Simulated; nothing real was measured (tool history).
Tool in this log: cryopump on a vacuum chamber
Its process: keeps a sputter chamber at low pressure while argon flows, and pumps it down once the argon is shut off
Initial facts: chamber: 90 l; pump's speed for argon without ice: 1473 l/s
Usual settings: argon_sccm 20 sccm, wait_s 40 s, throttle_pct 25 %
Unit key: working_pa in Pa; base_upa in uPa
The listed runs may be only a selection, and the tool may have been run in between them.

Run 1, day 0.000: usual settings. Result: working_pa 0.0946 Pa, base_upa 1.63 uPa.
Run 2, day 1.212: usual settings but wait_s 243 s. Result: working_pa 0.0948 Pa, base_upa 0.84 uPa.
Run 3, day 2.142: usual settings but wait_s 243 s. Result: working_pa 0.0928 Pa, base_upa 0.92 uPa.
Run 4, day 3.417: usual settings but argon_sccm 19 sccm. Result: working_pa 0.0915 Pa, base_upa 1.68 uPa.
Run 5, day 4.912: usual settings but argon_sccm 31 sccm. Result: working_pa 0.1471 Pa, base_upa 1.78 uPa.
Run 6, day 5.883: usual settings but wait_s 25 s. Result: working_pa 0.0946 Pa, base_upa 2.35 uPa.
Run 7, day 7.288: usual settings but wait_s 161 s. Result: working_pa 0.0960 Pa, base_upa 1.11 uPa.
Run 8, day 8.346: usual settings but throttle_pct 44 %. Result: working_pa 0.0557 Pa, base_upa 1.81 uPa.
Run 9, day 9.167: usual settings but throttle_pct 16 %. Result: working_pa 0.1482 Pa, base_upa 1.82 uPa.
Run 10, day 10.642: usual settings but throttle_pct 16 %. Result: working_pa 0.1480 Pa, base_upa 1.91 uPa.
Run 11, day 12.054: usual settings but throttle_pct 16 %. Result: working_pa 0.1493 Pa, base_upa 1.96 uPa.
Run 12, day 12.921: usual settings but throttle_pct 16 %. Result: working_pa 0.1501 Pa, base_upa 1.92 uPa.
Run 13, day 14.012: usual settings but argon_sccm 22 sccm, wait_s 65 s, throttle_pct 53 %. Result: working_pa 0.0531 Pa, base_upa 1.62 uPa.
Run 14, day 14.733: usual settings but argon_sccm 12 sccm, wait_s 78 s. Result: working_pa 0.0604 Pa, base_upa 1.56 uPa.
Run 15, day 15.992: usual settings but argon_sccm 12 sccm, wait_s 78 s. Result: working_pa 0.0586 Pa, base_upa 1.53 uPa.
Run 16, day 17.092: usual settings but argon_sccm 9 sccm, wait_s 79 s, throttle_pct 36 %. Result: working_pa 0.0318 Pa, base_upa 1.55 uPa.
Run 17, day 18.638: usual settings but argon_sccm 16 sccm, wait_s 54 s, throttle_pct 54 %. Result: working_pa 0.0389 Pa, base_upa 1.88 uPa.
Run 18, day 20.054: usual settings but argon_sccm 8 sccm, wait_s 54 s, throttle_pct 26 %. Result: working_pa 0.0388 Pa, base_upa 1.91 uPa.
Run 19, day 21.342: usual settings but argon_sccm 23 sccm, wait_s 282 s. Result: working_pa 0.1155 Pa, base_upa 1.34 uPa.
Run 20, day 22.804: usual settings but argon_sccm 23 sccm, wait_s 282 s. Result: working_pa 0.1159 Pa, base_upa 1.41 uPa.
Run 21, day 23.542: usual settings but throttle_pct 22 %. Result: working_pa 0.1128 Pa, base_upa 2.26 uPa.

What if the next run were any one of these 5? Each begins from the tool's condition after run 21:
Run A, day 24.967: usual settings but wait_s 152 s, throttle_pct 48 %. Result: working_pa ?, base_upa ?.
Run B, day 24.967: usual settings but argon_sccm 10 sccm, wait_s 29 s. Result: working_pa ?, base_upa ?.
Run C, day 24.967: usual settings but wait_s 298 s. Result: working_pa ?, base_upa ?.
Run D, day 24.967: usual settings but wait_s 211 s, throttle_pct 22 %. Result: working_pa ?, base_upa ?.
Run E, day 24.967: usual settings but wait_s 70 s, throttle_pct 36 %. Result: working_pa ?, base_upa ?.

run  working_pa  base_upa
  A      0.0572      1.62
  B      0.0510      2.65
  C      0.1014      1.48
  D      0.1142      1.56
  E      0.0734      1.88
Take away the tool's hidden state, keep each run's random variation, and the runs would have read:
run  working_pa  base_upa
  A      0.0480      0.44
  B      0.0463      1.52
  C      0.0922      0.35
  D      0.1049      0.40
  E      0.0641      0.73
